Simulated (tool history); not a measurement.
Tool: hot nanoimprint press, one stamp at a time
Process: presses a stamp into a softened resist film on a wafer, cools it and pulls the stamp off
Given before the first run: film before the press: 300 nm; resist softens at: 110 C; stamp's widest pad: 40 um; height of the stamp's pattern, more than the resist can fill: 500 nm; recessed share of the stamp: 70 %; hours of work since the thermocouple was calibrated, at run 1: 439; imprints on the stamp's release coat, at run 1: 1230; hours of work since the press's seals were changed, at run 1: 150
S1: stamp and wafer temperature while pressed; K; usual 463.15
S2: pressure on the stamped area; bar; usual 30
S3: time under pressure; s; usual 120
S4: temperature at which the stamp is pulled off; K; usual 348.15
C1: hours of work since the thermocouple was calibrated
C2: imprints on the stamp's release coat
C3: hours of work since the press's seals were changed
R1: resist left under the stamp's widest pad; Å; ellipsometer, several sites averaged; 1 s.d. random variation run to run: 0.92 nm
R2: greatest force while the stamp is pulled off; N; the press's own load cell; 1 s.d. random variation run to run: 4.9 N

run 1 day=0 | S1=463.15 S2=30 S3=120 S4=348.15 | C1=439 C2=1230 C3=150 | R1=1420 R2=353
run 2 day=0.675 | S1=463.15 S2=30 S3=120 S4=348.15 | C1=449 C2=1271 C3=160 | R1=1387 R2=349
run 3 day=1.304 | S1=463.15 S2=30 S3=120 S4=348.15 | C1=458 C2=1309 C3=169 | R1=1395 R2=366
run 4 day=1.646 | S1=463.15 S2=30 S3=120 S4=348.15 | C1=463 C2=1330 C3=174 | R1=1413 R2=360
run 5 day=2.279 | S1=463.15 S2=30 S3=120 S4=348.15 | C1=472 C2=1369 C3=183 | R1=1392 R2=358
run 6 day=2.921 | S1=463.15 S2=30 S3=120 S4=348.15 | C1=481 C2=1408 C3=192 | R1=1398 R2=362
run 7 day=3.558 | S1=459.15 S2=30 S3=120 S4=348.15 | C1=490 C2=1447 C3=201 | R1=1627 R2=340
run 8 day=4.246 | S1=463.15 S2=30 S3=120 S4=348.15 | C1=500 C2=1489 C3=211 | R1=1400 R2=360
-- day=4.592 plate thermocouple calibrated
run 9 day=4.708 | S1=463.15 S2=30 S3=120 S4=348.15 | C1=2 C2=1509 C3=216 | R1=1281 R2=343
run 10 day=5.088 | S1=463.15 S2=30 S3=120 S4=351.15 | C1=7 C2=1532 C3=222 | R1=1266 R2=329
run 11 day=5.696 | S1=463.15 S2=30 S3=120 S4=351.15 | C1=16 C2=1570 C3=231 | R1=1283 R2=315
run 12 day=6.208 | S1=457.15 S2=33 S3=80 S4=354.15 | C1=23 C2=1601 C3=238 | R1=1737 R2=278
run 13 day=6.6 | S1=463.15 S2=30 S3=77 S4=352.15 | C1=29 C2=1625 C3=244 | R1=1511 R2=319
run 14 day=7.292 | S1=463.15 S2=30 S3=77 S4=352.15 | C1=39 C2=1667 C3=254 | R1=1522 R2=312
run 15 day=7.6 | S1=460.15 S2=19.1 S3=120 S4=336.15 | C1=43 C2=1686 C3=258 | R1=1729 R2=473
run 16 day=8.229 | S1=460.15 S2=19.1 S3=120 S4=336.15 | C1=53 C2=1724 C3=267 | R1=1712 R2=489
run 17 day=8.95 | S1=460.15 S2=39.8 S3=90 S4=336.15 | C1=63 C2=1768 C3=278 | R1=1426 R2=484

Forecast each of these 3 alternatives for the next run:
run A day=9.25 | S1=451.15 S2=31.8 S3=90 S4=343.15 | C1=67 C2=1786 C3=282 | R1=? R2=?
run B day=9.25 | S1=469.15 S2=30 S3=82 S4=354.15 | C1=67 C2=1786 C3=282 | R1=? R2=?
run C day=9.25 | S1=459.15 S2=27.4 S3=90 S4=353.15 | C1=67 C2=1786 C3=282 | R1=? R2=?

run=A R1=2100 R2=407
run=B R1=1203 R2=302
run=C R1=1729 R2=315
Without the tool's unlogged condition, the same runs would have read:
run=A R1=2095 R2=261
run=B R1=1199 R2=195
run=C R1=1725 R2=203

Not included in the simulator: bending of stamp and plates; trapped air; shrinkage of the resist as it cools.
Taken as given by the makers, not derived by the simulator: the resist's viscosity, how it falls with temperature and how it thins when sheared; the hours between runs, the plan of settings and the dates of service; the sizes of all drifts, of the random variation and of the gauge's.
